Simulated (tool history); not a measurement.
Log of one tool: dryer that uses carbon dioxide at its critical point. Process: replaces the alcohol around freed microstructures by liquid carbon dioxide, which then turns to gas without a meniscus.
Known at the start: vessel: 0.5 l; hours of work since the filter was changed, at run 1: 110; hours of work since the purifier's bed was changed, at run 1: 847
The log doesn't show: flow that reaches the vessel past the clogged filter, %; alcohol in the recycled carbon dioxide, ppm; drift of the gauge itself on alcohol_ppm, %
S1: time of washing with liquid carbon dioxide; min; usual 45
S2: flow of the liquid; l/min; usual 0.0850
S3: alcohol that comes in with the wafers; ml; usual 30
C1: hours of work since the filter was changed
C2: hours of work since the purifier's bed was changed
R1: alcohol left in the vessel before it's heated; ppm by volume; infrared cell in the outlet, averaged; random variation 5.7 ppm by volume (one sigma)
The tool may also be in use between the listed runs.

{"run": 1, "hour": 0.0, "S1": 45, "S2": 0.085, "S3": 30, "C1": 110, "C2": 847, "R1": 425}
{"run": 2, "hour": 44.6, "S1": 45, "S2": 0.085, "S3": 30, "C1": 131, "C2": 868, "R1": 471}
{"run": 3, "hour": 91.9, "S1": 45, "S2": 0.085, "S3": 30, "C1": 155, "C2": 891, "R1": 515}
{"run": 4, "hour": 131.3, "S1": 45, "S2": 0.085, "S3": 30, "C1": 174, "C2": 911, "R1": 564}
{"hour": 183.7, "done": "inlet filter changed"}
{"run": 5, "hour": 186.8, "S1": 45, "S2": 0.085, "S3": 30, "C1": 2, "C2": 937, "R1": 318}
{"run": 6, "hour": 224.6, "S1": 45, "S2": 0.085, "S3": 30, "C1": 20, "C2": 956, "R1": 340}
{"run": 7, "hour": 252.5, "S1": 45, "S2": 0.085, "S3": 30, "C1": 34, "C2": 969, "R1": 342}
{"hour": 266.0, "done": "purifier's bed changed"}
{"run": 8, "hour": 316.5, "S1": 56, "S2": 0.085, "S3": 30, "C1": 63, "C2": 25, "R1": 80}
{"run": 9, "hour": 366.1, "S1": 38, "S2": 0.085, "S3": 30, "C1": 88, "C2": 49, "R1": 642}
{"run": 10, "hour": 429.2, "S1": 45, "S2": 0.085, "S3": 30, "C1": 118, "C2": 80, "R1": 340}
{"run": 11, "hour": 487.2, "S1": 45, "S2": 0.1115, "S3": 30, "C1": 147, "C2": 108, "R1": 100}
{"run": 12, "hour": 537.2, "S1": 45, "S2": 0.1115, "S3": 55, "C1": 171, "C2": 132, "R1": 202}
{"hour": 594.4, "done": "inlet filter changed"}
{"run": 13, "hour": 595.7, "S1": 69, "S2": 0.1115, "S3": 55, "C1": 1, "C2": 160, "R1": 23}
{"run": 14, "hour": 627.8, "S1": 45, "S2": 0.085, "S3": 23, "C1": 16, "C2": 176, "R1": 180}
{"run": 15, "hour": 659.3, "S1": 45, "S2": 0.085, "S3": 23, "C1": 32, "C2": 191, "R1": 178}
{"run": 16, "hour": 692.6, "S1": 45, "S2": 0.085, "S3": 23, "C1": 48, "C2": 208, "R1": 202}
{"run": 17, "hour": 735.0, "S1": 45, "S2": 0.085, "S3": 23, "C1": 69, "C2": 228, "R1": 229}
{"run": 18, "hour": 788.9, "S1": 45, "S2": 0.085, "S3": 23, "C1": 95, "C2": 255, "R1": 258}
{"run": 19, "hour": 836.5, "S1": 45, "S2": 0.085, "S3": 23, "C1": 118, "C2": 278, "R1": 296}
{"run": 20, "hour": 872.3, "S1": 45, "S2": 0.085, "S3": 30, "C1": 136, "C2": 295, "R1": 401}
{"run": 21, "hour": 905.7, "S1": 45, "S2": 0.085, "S3": 30, "C1": 152, "C2": 312, "R1": 439}
{"run": 22, "hour": 944.2, "S1": 45, "S2": 0.085, "S3": 30, "C1": 171, "C2": 331, "R1": 461}
{"run": 23, "hour": 982.8, "S1": 45, "S2": 0.085, "S3": 30, "C1": 190, "C2": 349, "R1": 519}
{"hour": 1006.6, "done": "inlet filter changed"}
{"run": 24, "hour": 1020.7, "S1": 45, "S2": 0.0639, "S3": 61, "C1": 7, "C2": 367, "R1": 1641}
{"run": 25, "hour": 1086.4, "S1": 45, "S2": 0.0639, "S3": 61, "C1": 39, "C2": 400, "R1": 1750}
{"run": 26, "hour": 1152.8, "S1": 63, "S2": 0.0585, "S3": 71, "C1": 71, "C2": 432, "R1": 731}
{"run": 27, "hour": 1201.7, "S1": 63, "S2": 0.0585, "S3": 29, "C1": 95, "C2": 456, "R1": 384}
{"run": 28, "hour": 1265.3, "S1": 33, "S2": 0.0783, "S3": 30, "C1": 126, "C2": 487, "R1": 1863}
{"run": 29, "hour": 1297.8, "S1": 30, "S2": 0.1431, "S3": 25, "C1": 142, "C2": 503, "R1": 249}
{"run": 30, "hour": 1361.9, "S1": 34, "S2": 0.0929, "S3": 39, "C1": 173, "C2": 534, "R1": 1429}
{"run": 31, "hour": 1401.3, "S1": 40, "S2": 0.0929, "S3": 50, "C1": 193, "C2": 553, "R1": 961}
{"hour": 1419.1, "done": "inlet filter changed"}
{"run": 32, "hour": 1459.3, "S1": 40, "S2": 0.0929, "S3": 50, "C1": 20, "C2": 581, "R1": 453}
{"run": 33, "hour": 1513.9, "S1": 35, "S2": 0.1122, "S3": 29, "C1": 46, "C2": 608, "R1": 281}
{"run": 34, "hour": 1573.2, "S1": 45, "S2": 0.1414, "S3": 89, "C1": 75, "C2": 637, "R1": 119}
{"run": 35, "hour": 1620.2, "S1": 29, "S2": 0.0716, "S3": 70, "C1": 98, "C2": 660, "R1": 7496}
{"run": 36, "hour": 1684.5, "S1": 29, "S2": 0.0716, "S3": 70, "C1": 130, "C2": 691, "R1": 8335}
{"run": 37, "hour": 1730.7, "S1": 29, "S2": 0.0716, "S3": 70, "C1": 152, "C2": 714, "R1": 8897}
{"run": 38, "hour": 1769.3, "S1": 29, "S2": 0.0716, "S3": 70, "C1": 171, "C2": 732, "R1": 9199}
{"run": 39, "hour": 1821.2, "S1": 35, "S2": 0.1403, "S3": 70, "C1": 196, "C2": 758, "R1": 417}
{"hour": 1827.0, "done": "inlet filter changed"}
{"run": 40, "hour": 1861.0, "S1": 35, "S2": 0.1403, "S3": 70, "C1": 17, "C2": 777, "R1": 202}
{"run": 41, "hour": 1905.7, "S1": 35, "S2": 0.1403, "S3": 70, "C1": 38, "C2": 798, "R1": 235}
{"run": 42, "hour": 1955.3, "S1": 44, "S2": 0.1403, "S3": 70, "C1": 63, "C2": 823, "R1": 132}
{"run": 43, "hour": 2015.7, "S1": 70, "S2": 0.0951, "S3": 30, "C1": 92, "C2": 852, "R1": 122}
{"run": 44, "hour": 2079.8, "S1": 70, "S2": 0.0951, "S3": 30, "C1": 123, "C2": 883, "R1": 131}
{"run": 45, "hour": 2118.9, "S1": 70, "S2": 0.0951, "S3": 30, "C1": 142, "C2": 903, "R1": 125}
{"run": 46, "hour": 2146.9, "S1": 43, "S2": 0.0951, "S3": 30, "C1": 156, "C2": 916, "R1": 388}

Forecast each of these 4 alternatives for the next run:
{"run": "A", "hour": 2200.1, "S1": 45, "S2": 0.0628, "S3": 71, "C1": 182, "C2": 942, "R1": "?"}
{"run": "B", "hour": 2200.1, "S1": 66, "S2": 0.085, "S3": 30, "C1": 182, "C2": 942, "R1": "?"}
{"run": "C", "hour": 2200.1, "S1": 51, "S2": 0.085, "S3": 30, "C1": 182, "C2": 942, "R1": "?"}
{"run": "D", "hour": 2200.1, "S1": 51, "S2": 0.0951, "S3": 30, "C1": 182, "C2": 942, "R1": "?"}

run=A R1=3452
run=B R1=170
run=C R1=342
run=D R1=223
Without the tool's hidden state the same runs would have given:
run=A R1=1770
run=B R1=18
run=C R1=89
run=D R1=32
